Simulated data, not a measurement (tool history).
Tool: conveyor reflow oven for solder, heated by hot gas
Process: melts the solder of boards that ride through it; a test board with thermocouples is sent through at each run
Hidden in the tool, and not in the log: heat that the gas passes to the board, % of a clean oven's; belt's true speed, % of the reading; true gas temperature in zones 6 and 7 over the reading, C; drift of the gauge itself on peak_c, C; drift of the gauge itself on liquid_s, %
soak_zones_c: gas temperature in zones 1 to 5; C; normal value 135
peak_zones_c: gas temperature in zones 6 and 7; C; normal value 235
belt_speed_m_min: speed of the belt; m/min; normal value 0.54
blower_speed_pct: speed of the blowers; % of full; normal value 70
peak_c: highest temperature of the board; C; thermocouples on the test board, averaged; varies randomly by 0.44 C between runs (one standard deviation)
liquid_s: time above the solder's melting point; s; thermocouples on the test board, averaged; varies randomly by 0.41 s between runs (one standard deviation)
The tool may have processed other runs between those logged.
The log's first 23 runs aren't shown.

run,hour,soak_zones_c,peak_zones_c,belt_speed_m_min,blower_speed_pct,hours of work since the flux was cleaned out,hours of work since the belt drive was overhauled,hours of work since the thermocouples were changed,peak_c,liquid_s
24,296.3,143,249,0.545,71,118,58,728,231.4,69.1
25,309.2,144,226,0.545,71,128,68,738,211.7,55.8
26,319.5,137,226,0.57,56,136,76,746,203.6,40.2
27,333.6,135,235,0.54,54,146,87,757,211.4,50.8
28,350.3,133,224,0.54,70,159,99,769,207.9,48.7
29,366.6,122,248,0.54,89,172,112,782,232.3,63.5
30,384,122,248,0.54,89,185,125,795,233.5,63.8
31,395.9,122,248,0.54,89,194,134,804,232.8,63.9
32,412.6,122,248,0.54,89,207,147,817,232.7,63.7

Each row is a separate what-if for the run after 32, all from the same tool condition, not one after another. Results?
A,427.3,143,248,0.54,89,218,158,828,?,?
B,427.3,135,248,0.54,52,218,158,828,?,?
C,427.3,122,231,0.54,89,218,158,828,?,?

run,peak_c,liquid_s
A,235.6,71.8
B,222.4,59.5
C,217,53.6
Without the tool's hidden state the same runs would have given:
run,peak_c,liquid_s
A,234.5,71.2
B,221.3,58.7
C,216,53.2
